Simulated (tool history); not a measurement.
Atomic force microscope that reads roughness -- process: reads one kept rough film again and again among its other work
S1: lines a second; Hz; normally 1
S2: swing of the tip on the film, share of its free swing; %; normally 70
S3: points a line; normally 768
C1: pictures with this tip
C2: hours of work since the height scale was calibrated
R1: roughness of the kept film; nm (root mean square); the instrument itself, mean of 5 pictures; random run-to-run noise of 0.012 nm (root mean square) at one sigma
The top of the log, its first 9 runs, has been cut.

run,hour,S1,S2,S3,C1,C2,R1
10,141.9,1,70,942,24,303,2.68
11,151.3,1,70,942,33,308,2.602
12,165.4,1,70,942,46,315,2.539
13,179.3,1,70,942,59,322,2.404
14,192.9,1,70,942,71,329,2.337
15,203.7,1,61,768,81,334,2.318
16,212.8,1,70,510,90,339,2.21
17,226,1,70,510,102,346,2.121
# hour 231.7: new tip fitted
18,243.5,1,70,768,10,354,2.806
19,263.4,1,70,325,29,364,2.606
20,273.7,1,70,325,38,370,2.515
21,286.3,1,70,325,50,376,2.426
22,301.4,1,70,325,64,384,2.324
23,311,1,70,325,73,389,2.244
24,331.7,1,70,325,92,399,2.142
25,340.7,0.69,81,370,100,404,2.076
# hour 348.7: new tip fitted
26,350.5,0.69,81,370,2,409,2.833
27,362.6,3.42,66,768,13,415,2.526

What does the tool deliver on the next run?
28,378.8,1,67,768,28,423,?

Run 28 produced R1 2.7 nm (root mean square).
On a tool with no hidden condition, and with the same random variation, this run would have come out at R1 2.954 nm (root mean square).
